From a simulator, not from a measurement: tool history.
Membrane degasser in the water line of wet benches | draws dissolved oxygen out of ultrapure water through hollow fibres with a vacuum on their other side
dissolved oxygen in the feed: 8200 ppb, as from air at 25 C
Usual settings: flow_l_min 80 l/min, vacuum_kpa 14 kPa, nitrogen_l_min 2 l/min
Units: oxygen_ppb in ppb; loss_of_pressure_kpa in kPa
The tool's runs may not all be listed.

{"run": 1, "hour": 0.0, "flow_l_min": 80, "vacuum_kpa": 14, "nitrogen_l_min": 2, "oxygen_ppb": 814.7, "loss_of_pressure_kpa": 25.78}
{"run": 2, "hour": 47.0, "flow_l_min": 80, "vacuum_kpa": 14, "nitrogen_l_min": 2, "oxygen_ppb": 814.1, "loss_of_pressure_kpa": 25.81}
{"run": 3, "hour": 99.8, "flow_l_min": 80, "vacuum_kpa": 8.7, "nitrogen_l_min": 2, "oxygen_ppb": 439.3, "loss_of_pressure_kpa": 25.87}
{"run": 4, "hour": 158.2, "flow_l_min": 80, "vacuum_kpa": 8.7, "nitrogen_l_min": 2, "oxygen_ppb": 438.9, "loss_of_pressure_kpa": 25.88}
{"run": 5, "hour": 210.4, "flow_l_min": 80, "vacuum_kpa": 14, "nitrogen_l_min": 5.41, "oxygen_ppb": 363, "loss_of_pressure_kpa": 25.78}
{"run": 6, "hour": 262.0, "flow_l_min": 80, "vacuum_kpa": 14, "nitrogen_l_min": 5.41, "oxygen_ppb": 364.4, "loss_of_pressure_kpa": 25.81}
{"run": 7, "hour": 298.3, "flow_l_min": 80, "vacuum_kpa": 14, "nitrogen_l_min": 5.41, "oxygen_ppb": 363.7, "loss_of_pressure_kpa": 25.89}
{"run": 8, "hour": 342.2, "flow_l_min": 80, "vacuum_kpa": 14, "nitrogen_l_min": 5.41, "oxygen_ppb": 363, "loss_of_pressure_kpa": 25.79}
{"run": 9, "hour": 385.7, "flow_l_min": 80, "vacuum_kpa": 14, "nitrogen_l_min": 5.41, "oxygen_ppb": 363.5, "loss_of_pressure_kpa": 25.94}
{"run": 10, "hour": 418.9, "flow_l_min": 111, "vacuum_kpa": 14, "nitrogen_l_min": 5.41, "oxygen_ppb": 509.7, "loss_of_pressure_kpa": 35.94}
{"run": 11, "hour": 460.6, "flow_l_min": 80, "vacuum_kpa": 14, "nitrogen_l_min": 2, "oxygen_ppb": 814.4, "loss_of_pressure_kpa": 25.9}
{"run": 12, "hour": 500.3, "flow_l_min": 80, "vacuum_kpa": 14, "nitrogen_l_min": 2, "oxygen_ppb": 813.7, "loss_of_pressure_kpa": 25.81}
{"run": 13, "hour": 531.3, "flow_l_min": 58, "vacuum_kpa": 14, "nitrogen_l_min": 2, "oxygen_ppb": 633.3, "loss_of_pressure_kpa": 18.86}
{"run": 14, "hour": 562.0, "flow_l_min": 80, "vacuum_kpa": 14, "nitrogen_l_min": 3.96, "oxygen_ppb": 474.3, "loss_of_pressure_kpa": 25.85}
{"run": 15, "hour": 591.7, "flow_l_min": 61, "vacuum_kpa": 24, "nitrogen_l_min": 1.11, "oxygen_ppb": 1784.1, "loss_of_pressure_kpa": 19.68}
{"run": 16, "hour": 630.2, "flow_l_min": 80, "vacuum_kpa": 12.8, "nitrogen_l_min": 3.31, "oxygen_ppb": 494.2, "loss_of_pressure_kpa": 26}
{"run": 17, "hour": 675.5, "flow_l_min": 104, "vacuum_kpa": 27.9, "nitrogen_l_min": 1.8, "oxygen_ppb": 2125.3, "loss_of_pressure_kpa": 33.79}
{"run": 18, "hour": 702.9, "flow_l_min": 50, "vacuum_kpa": 21.7, "nitrogen_l_min": 1.8, "oxygen_ppb": 994.8, "loss_of_pressure_kpa": 16.24}
{"run": 19, "hour": 755.4, "flow_l_min": 119, "vacuum_kpa": 31.6, "nitrogen_l_min": 2, "oxygen_ppb": 2420.8, "loss_of_pressure_kpa": 38.48}
{"run": 20, "hour": 804.1, "flow_l_min": 119, "vacuum_kpa": 31.6, "nitrogen_l_min": 2, "oxygen_ppb": 2420.3, "loss_of_pressure_kpa": 38.48}
{"run": 21, "hour": 834.0, "flow_l_min": 119, "vacuum_kpa": 31.6, "nitrogen_l_min": 0.9, "oxygen_ppb": 3632.9, "loss_of_pressure_kpa": 38.36}
{"run": 22, "hour": 880.3, "flow_l_min": 119, "vacuum_kpa": 31.6, "nitrogen_l_min": 0.9, "oxygen_ppb": 3621.3, "loss_of_pressure_kpa": 38.51}
{"run": 23, "hour": 909.0, "flow_l_min": 119, "vacuum_kpa": 31.6, "nitrogen_l_min": 0.9, "oxygen_ppb": 3624.4, "loss_of_pressure_kpa": 38.64}
{"run": 24, "hour": 964.4, "flow_l_min": 119, "vacuum_kpa": 31.6, "nitrogen_l_min": 0.9, "oxygen_ppb": 3635.5, "loss_of_pressure_kpa": 38.4}
{"run": 25, "hour": 990.5, "flow_l_min": 119, "vacuum_kpa": 26, "nitrogen_l_min": 2.79, "oxygen_ppb": 1661.5, "loss_of_pressure_kpa": 38.42}
{"run": 26, "hour": 1048.5, "flow_l_min": 119, "vacuum_kpa": 26, "nitrogen_l_min": 2.79, "oxygen_ppb": 1657, "loss_of_pressure_kpa": 38.56}
{"run": 27, "hour": 1091.2, "flow_l_min": 66, "vacuum_kpa": 31.6, "nitrogen_l_min": 1.95, "oxygen_ppb": 1661.7, "loss_of_pressure_kpa": 21.37}
{"run": 28, "hour": 1121.2, "flow_l_min": 66, "vacuum_kpa": 31.6, "nitrogen_l_min": 1.95, "oxygen_ppb": 1662.1, "loss_of_pressure_kpa": 21.44}

The same runs without the tool's hidden state, with the same run-to-run variation:
The hidden state here: membrane still open, %; true pressure behind the membrane over the reading, kPa; air that leaks in behind the membrane, l/min; drift of the gauge itself on oxygen_ppb, %; drift of the gauge itself on loss_of_pressure_kpa, %.
run=1 oxygen_ppb=804.7 loss_of_pressure_kpa=25.67
run=2 oxygen_ppb=804 loss_of_pressure_kpa=25.69
run=3 oxygen_ppb=428.3 loss_of_pressure_kpa=25.75
run=4 oxygen_ppb=427.8 loss_of_pressure_kpa=25.76
run=5 oxygen_ppb=357.4 loss_of_pressure_kpa=25.65
run=6 oxygen_ppb=358.6 loss_of_pressure_kpa=25.67
run=7 oxygen_ppb=357.9 loss_of_pressure_kpa=25.75
run=8 oxygen_ppb=357.1 loss_of_pressure_kpa=25.65
run=9 oxygen_ppb=357.6 loss_of_pressure_kpa=25.8
run=10 oxygen_ppb=501.5 loss_of_pressure_kpa=35.74
run=11 oxygen_ppb=802.9 loss_of_pressure_kpa=25.75
run=12 oxygen_ppb=802.1 loss_of_pressure_kpa=25.66
run=13 oxygen_ppb=623.4 loss_of_pressure_kpa=18.75
run=14 oxygen_ppb=466.4 loss_of_pressure_kpa=25.69
run=15 oxygen_ppb=1772.6 loss_of_pressure_kpa=19.56
run=16 oxygen_ppb=485.2 loss_of_pressure_kpa=25.84
run=17 oxygen_ppb=2113.5 loss_of_pressure_kpa=33.57
run=18 oxygen_ppb=984.3 loss_of_pressure_kpa=16.14
run=19 oxygen_ppb=2408.9 loss_of_pressure_kpa=38.23
run=20 oxygen_ppb=2408.3 loss_of_pressure_kpa=38.22
run=21 oxygen_ppb=3623.7 loss_of_pressure_kpa=38.1
run=22 oxygen_ppb=3611.9 loss_of_pressure_kpa=38.24
run=23 oxygen_ppb=3615 loss_of_pressure_kpa=38.36
run=24 oxygen_ppb=3625.9 loss_of_pressure_kpa=38.12
run=25 oxygen_ppb=1648.7 loss_of_pressure_kpa=38.13
run=26 oxygen_ppb=1644.1 loss_of_pressure_kpa=38.27
run=27 oxygen_ppb=1649.9 loss_of_pressure_kpa=21.2
run=28 oxygen_ppb=1650.2 loss_of_pressure_kpa=21.27

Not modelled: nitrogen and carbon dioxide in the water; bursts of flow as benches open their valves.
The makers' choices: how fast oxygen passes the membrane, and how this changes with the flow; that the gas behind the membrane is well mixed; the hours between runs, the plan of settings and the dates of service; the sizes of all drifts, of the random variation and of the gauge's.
